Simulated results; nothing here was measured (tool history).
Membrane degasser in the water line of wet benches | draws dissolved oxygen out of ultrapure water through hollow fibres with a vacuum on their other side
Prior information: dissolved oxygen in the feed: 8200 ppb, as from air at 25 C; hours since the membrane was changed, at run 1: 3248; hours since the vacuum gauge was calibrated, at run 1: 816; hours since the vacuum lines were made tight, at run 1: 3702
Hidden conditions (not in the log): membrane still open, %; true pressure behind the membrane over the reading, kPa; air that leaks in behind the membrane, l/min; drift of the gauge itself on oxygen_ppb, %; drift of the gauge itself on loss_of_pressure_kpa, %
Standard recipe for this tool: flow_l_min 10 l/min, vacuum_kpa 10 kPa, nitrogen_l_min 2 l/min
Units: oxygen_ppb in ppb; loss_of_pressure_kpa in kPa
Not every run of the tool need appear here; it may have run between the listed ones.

run	hour	flow_l_min	vacuum_kpa	nitrogen_l_min	hours since the membrane was changed	hours since the vacuum gauge was calibrated	hours since the vacuum lines were made tight	oxygen_ppb	loss_of_pressure_kpa
1	0	10	10	2	3248	816	3702	90.4	50.7
2	97	10	11.7	2	3345	913	3799	111	51.07
3	238.3	10	11.7	2	3486	1055	3941	112.7	50.88
4	343.2	8	10	2	3591	1160	4046	69.3	41.17
5	465.9	10	10	2	3714	1282	4168	91.7	51.08
6	617	10	10	2	3865	1433	4319	90.4	51
# hour 625.5: vacuum gauge calibrated
7	730.8	9	10	2	3978	105	4433	81	46.11
# hour 902.3: vacuum gauge calibrated, once more
8	903.9	9	10	2	4151	2	4605	79.2	45.89
9	1040.3	7	10	2	4287	138	4742	60.8	36.03
10	1176.5	7	10	2	4423	274	4878	61.4	35.67
11	1276.6	7	10	2	4523	374	4978	61.5	35.83
12	1430.7	7	10	2	4677	528	5132	61.9	35.87
13	1513.1	10	10	3.75	4760	611	5215	52.5	51.48
14	1664.1	14	9.8	2.24	4911	762	5366	129.6	71.68
15	1822.6	12	23.9	1.41	5069	920	5524	423.7	61.48
16	1942.6	13	19.5	3.12	5189	1040	5644	186.6	66.47
17	2082.5	16	10	1.78	5329	1180	5784	186.9	81.54
18	2180.7	16	21.4	1.05	5427	1278	5882	648.9	82.3
19	2278.9	15	7.1	0.94	5526	1377	5980	178.2	77.72

Here are 5 independent what-if runs from the current tool condition. What would each one return?
A	2375.2	15	15.8	3	5622	1473	6077	?	?
B	2375.2	7	10	2.22	5622	1473	6077	?	?
C	2375.2	10	10	2.21	5622	1473	6077	?	?
D	2375.2	14	14.7	0.96	5622	1473	6077	?	?
E	2375.2	11	13.9	2	5622	1473	6077	?	?

run	oxygen_ppb	loss_of_pressure_kpa
A	189.6	77.07
B	56.1	36.07
C	84.2	51.88
D	404.6	71.69
E	153.6	56.95
With the hidden condition removed and each run's random variation left untouched, the same runs would have given:
run	oxygen_ppb	loss_of_pressure_kpa
A	181.5	74.82
B	53.7	35.02
C	80.6	50.37
D	394.8	69.6
E	148.2	55.29
